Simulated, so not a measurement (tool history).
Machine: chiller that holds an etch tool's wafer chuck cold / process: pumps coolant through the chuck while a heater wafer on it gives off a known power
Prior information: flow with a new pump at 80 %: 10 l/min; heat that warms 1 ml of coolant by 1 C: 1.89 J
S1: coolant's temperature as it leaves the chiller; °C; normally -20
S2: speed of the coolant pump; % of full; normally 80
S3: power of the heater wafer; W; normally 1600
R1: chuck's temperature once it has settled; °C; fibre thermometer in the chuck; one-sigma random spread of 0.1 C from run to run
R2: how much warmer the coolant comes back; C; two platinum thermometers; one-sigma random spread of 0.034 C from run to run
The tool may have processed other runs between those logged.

Run 1, hour 0.0: usual settings. Result: R1 -3.3 °C, R2 5.07 C.
Run 2, hour 59.5: usual settings. Result: R1 -3.3 °C, R2 4.99 C.
Run 3, hour 150.2: usual settings. Result: R1 -3.4 °C, R2 5.02 C.
Run 4, hour 187.8: usual settings. Result: R1 -3.3 °C, R2 5.01 C.
At hour 216.7: coolant changed, channels flushed.
Run 5, hour 234.7: usual settings but S3 2059 W. Result: R1 1.6 °C, R2 6.53 C.
Run 6, hour 304.7: usual settings but S1 -12 °C. Result: R1 4.5 °C, R2 4.94 C.
Run 7, hour 354.8: usual settings but S1 -12 °C. Result: R1 4.6 °C, R2 4.99 C.
Run 8, hour 424.4: usual settings. Result: R1 -3.3 °C, R2 4.98 C.
Run 9, hour 500.1: usual settings. Result: R1 -3.4 °C, R2 4.97 C.
Run 10, hour 538.6: usual settings but S1 -28 °C. Result: R1 -11.4 °C, R2 4.90 C.
Run 11, hour 596.4: usual settings but S1 -28 °C. Result: R1 -11.4 °C, R2 4.95 C.
Run 12, hour 682.8: usual settings but S1 -28 °C. Result: R1 -11.3 °C, R2 4.95 C.
Run 13, hour 756.0: usual settings but S1 -28 °C. Result: R1 -11.5 °C, R2 4.92 C.
Run 14, hour 831.4: usual settings but S1 -28 °C. Result: R1 -11.4 °C, R2 4.93 C.
Run 15, hour 895.4: usual settings but S1 -28 °C. Result: R1 -11.5 °C, R2 4.90 C.
Run 16, hour 932.7: usual settings but S1 -11 °C, S2 89 % of full. Result: R1 4.6 °C, R2 4.35 C.
Run 17, hour 1001.2: usual settings but S1 -26 °C, S2 67 % of full. Result: R1 -7.6 °C, R2 5.87 C.
Run 18, hour 1039.3: usual settings but S1 -25 °C, S2 96 % of full, S3 1057 W. Result: R1 -15.2 °C, R2 2.64 C.
Run 19, hour 1076.7: usual settings but S1 -17 °C, S2 66 % of full. Result: R1 1.5 °C, R2 5.98 C.
Run 20, hour 1145.1: usual settings but S1 -22 °C, S2 65 % of full, S3 1235 W. Result: R1 -7.8 °C, R2 4.58 C.
Run 21, hour 1218.0: usual settings but S1 -10 °C, S2 73 % of full, S3 2272 W. Result: R1 14.7 °C, R2 7.60 C.
Run 22, hour 1265.4: usual settings but S1 -10 °C, S2 73 % of full, S3 2272 W. Result: R1 14.9 °C, R2 7.60 C.
Run 23, hour 1303.5: usual settings but S1 -29 °C, S2 69 % of full, S3 844 W. Result: R1 -19.6 °C, R2 2.80 C.
Run 24, hour 1354.6: usual settings but S2 90 % of full. Result: R1 -4.5 °C, R2 4.24 C.
Run 25, hour 1404.9: usual settings but S1 -21 °C, S2 65 % of full, S3 1334 W. Result: R1 -5.4 °C, R2 4.86 C.
Run 26, hour 1479.8: usual settings but S1 -17 °C, S2 71 % of full, S3 2087 W. Result: R1 6.2 °C, R2 7.13 C.
Run 27, hour 1556.0: usual settings but S1 -17 °C, S2 71 % of full, S3 2087 W. Result: R1 6.0 °C, R2 7.08 C.
Run 28, hour 1601.2: usual settings but S1 -15 °C, S2 97 % of full, S3 898 W. Result: R1 -6.4 °C, R2 2.04 C.
Run 29, hour 1641.8: usual settings but S1 -10 °C, S2 62 % of full, S3 2181 W. Result: R1 16.3 °C, R2 8.56 C.

Some steps in R2, run to run, broken into two amounts with sign: the step expected even without the hidden condition (settings, incoming material, random variation), and the rest, left for the hidden condition together with whatever gauge scatter is not in both the measured and the hidden-condition-free result:
Hidden conditions of the tool in this case: heat passed by the chuck's channels, % of clean ones'; flow at a given pump speed, % of a new pump's; coolant's true temperature over the reading, C; drift of the gauge itself on chuck_c, C; drift of the gauge itself on warmer_back_c, C.
Run 2 -> 3: nothing adjusted, nothing logged. R2 +0.03 C: hidden state -0.02, all else +0.05.
Run 5 -> 6: S1 -20 -> -12, S3 2059 -> 1600. R2 -1.59 C: hidden state -0.02, all else -1.57.
Run 27 -> 28: S1 -17 -> -15, S2 71 -> 97, S3 2087 -> 898. R2 -5.04 C: hidden state -0.01, all else -5.03.
Run 28 -> 29: S1 -15 -> -10, S2 97 -> 62, S3 898 -> 2181. R2 +6.52 C: hidden state -0.01, all else +6.53.
